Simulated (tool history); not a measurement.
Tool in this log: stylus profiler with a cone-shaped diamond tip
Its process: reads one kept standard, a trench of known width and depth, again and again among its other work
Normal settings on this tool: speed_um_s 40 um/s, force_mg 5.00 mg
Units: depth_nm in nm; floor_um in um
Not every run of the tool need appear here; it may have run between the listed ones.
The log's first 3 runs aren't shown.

run,hour,speed_um_s,force_mg,scans with this tip,hours of work since the height scale was calibrated,depth_nm,floor_um
4,158.6,40,5.00,10405,2162,100.66,27.87
5,203.1,40,5.00,10532,2188,100.70,27.87
6,255.9,40,7.09,10681,2219,100.74,27.87
# hour 299.8: height scale calibrated on a step standard
7,330.8,40,7.09,10892,18,101.68,27.81
8,370.1,40,7.09,11003,41,101.76,27.87
9,409.4,40,7.09,11115,65,101.81,27.86
10,481.0,40,7.09,11318,107,101.76,27.84
11,571.9,40,7.09,11576,160,101.77,27.81
12,610.4,40,5.00,11685,183,101.31,27.84
13,653.4,40,10.42,11807,208,102.34,27.84
14,736.9,121,5.00,12043,257,101.49,27.60
15,795.8,121,5.00,12210,292,101.17,27.61
16,853.7,121,12.68,12374,326,102.52,27.68
17,901.4,87,5.00,12510,354,101.13,27.69
18,970.8,57,5.00,12706,395,101.26,27.71
19,1011.7,57,5.00,12822,419,101.33,27.70
20,1078.7,57,5.00,13012,459,101.22,27.73
21,1145.1,20,5.00,13201,498,101.15,27.81
22,1189.7,111,5.00,13327,524,101.16,27.52
23,1229.8,111,5.00,13441,548,101.09,27.51
24,1319.8,40,5.97,13696,601,101.42,27.66
25,1386.6,12,4.45,13885,640,100.97,27.75
26,1434.2,12,4.45,14020,668,101.04,27.85
27,1476.5,12,2.48,14140,693,100.57,27.73

What will run 28 give?
28,1557.5,12,2.48,14370,741,?,?

{"run 28": {"depth_nm": 100.53, "floor_um": 27.79}}
Without the tool's hidden state the same run would have given depth_nm 100.92 nm, floor_um 28.61 um.

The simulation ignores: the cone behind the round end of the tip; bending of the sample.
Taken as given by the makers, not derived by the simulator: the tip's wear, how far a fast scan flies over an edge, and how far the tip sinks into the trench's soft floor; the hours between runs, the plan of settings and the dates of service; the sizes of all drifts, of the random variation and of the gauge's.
